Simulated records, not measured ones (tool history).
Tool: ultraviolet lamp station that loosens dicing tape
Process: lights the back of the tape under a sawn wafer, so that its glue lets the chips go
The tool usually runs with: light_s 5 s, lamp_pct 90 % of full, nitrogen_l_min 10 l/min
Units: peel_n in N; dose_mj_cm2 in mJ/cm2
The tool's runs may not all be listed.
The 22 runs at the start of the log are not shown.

run	hour	light_s	lamp_pct	nitrogen_l_min	hours of work of the lamp	hours of work since the window was cleaned	peel_n	dose_mj_cm2
23	1104.1	9	65	5	874	130	0.619	650
24	1166.8	9	65	5	919	175	0.624	642
25	1219.2	4	70	10	956	212	1.490	306
26	1249.8	5	72	5	978	234	1.577	388
27	1292.8	6	72	8	1009	264	0.854	466
28	1344.9	3	90	10	1046	301	1.627	285
29	1388.2	3	67	12	1077	332	2.241	213
30	1441.9	3	96	12	1115	371	1.339	299
31	1501.7	3	96	12	1158	413	1.370	297
32	1546.8	2	79	12	1190	445	2.934	162
33	1599.9	5	90	10	1228	483	0.708	449
# hour 1605.2: window cleaned of glue's vapour
34	1644.4	3	90	8	1259	28	1.786	288
35	1672.2	3	90	8	1279	48	1.877	285

Alternative continuations, all from the tool just after run 35; predict every row:
A	1734.5	3	69	8	1323	92	?	?
B	1734.5	3	82	5	1323	92	?	?
C	1734.5	7	63	12	1323	92	?	?
D	1734.5	2	90	8	1323	92	?	?
E	1734.5	5	96	3	1323	92	?	?

run	peel_n	dose_mj_cm2
A	2.481	214
B	2.531	258
C	0.615	467
D	2.925	191
E	1.453	504
Had the tool no hidden state, the same runs would have come out as:
run	peel_n	dose_mj_cm2
A	1.975	262
B	2.023	314
C	0.402	570
D	2.394	232
E	1.041	614
